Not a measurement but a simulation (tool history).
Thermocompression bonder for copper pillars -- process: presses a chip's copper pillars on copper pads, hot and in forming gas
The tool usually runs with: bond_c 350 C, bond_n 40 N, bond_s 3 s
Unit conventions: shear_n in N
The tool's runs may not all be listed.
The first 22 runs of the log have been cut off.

| run | hour | bond_c | bond_n | bond_s | shear_n |
|---|---|---|---|---|---|
| 23 | 217 | 350 | 40 | 3 | 70.9 |
| 24 | 226.4 | 350 | 26 | 3 | 49.4 |
| 25 | 237.7 | 337 | 34 | 6 | 68.1 |
|  | 246.5 | heater calibrated with a thermocouple chip |
| 26 | 249.8 | 363 | 55 | 3 | 93.9 |
| 27 | 259.1 | 350 | 40 | 5 | 82.4 |
| 28 | 265 | 350 | 40 | 5 | 82.5 |
| 29 | 271.6 | 350 | 40 | 5 | 82 |
| 30 | 281.2 | 350 | 54 | 6 | 97.1 |
| 31 | 289.4 | 350 | 54 | 6 | 98 |
|  | 295 | heater calibrated with a thermocouple chip, once more |
| 32 | 297.2 | 350 | 54 | 6 | 90.4 |
| 33 | 306.7 | 350 | 54 | 6 | 91.2 |
| 34 | 317.5 | 350 | 25 | 3 | 41.4 |
| 35 | 327.8 | 350 | 31 | 3 | 51.6 |
| 36 | 339.4 | 361 | 31 | 8 | 76 |
| 37 | 348 | 376 | 45 | 8 | 98.8 |
| 38 | 353.4 | 330 | 45 | 8 | 76.5 |
| 39 | 362.7 | 338 | 41 | 3 | 58.6 |
| 40 | 375.5 | 338 | 41 | 3 | 58.1 |
| 41 | 384.6 | 373 | 44 | 3 | 82.8 |

Predict each of these 3 candidate next runs independently; none follows another, all start after run 41:
| A | 393 | 340 | 40 | 4 | ? |
| B | 393 | 365 | 27 | 3 | ? |
| C | 393 | 354 | 44 | 2 | ? |

| run | shear_n |
|---|---|
| A | 63.5 |
| B | 53.5 |
| C | 63.7 |
Without the tool's hidden state the same runs would have given:
| run | shear_n |
|---|---|
| A | 65.9 |
| B | 55.8 |
| C | 66.2 |
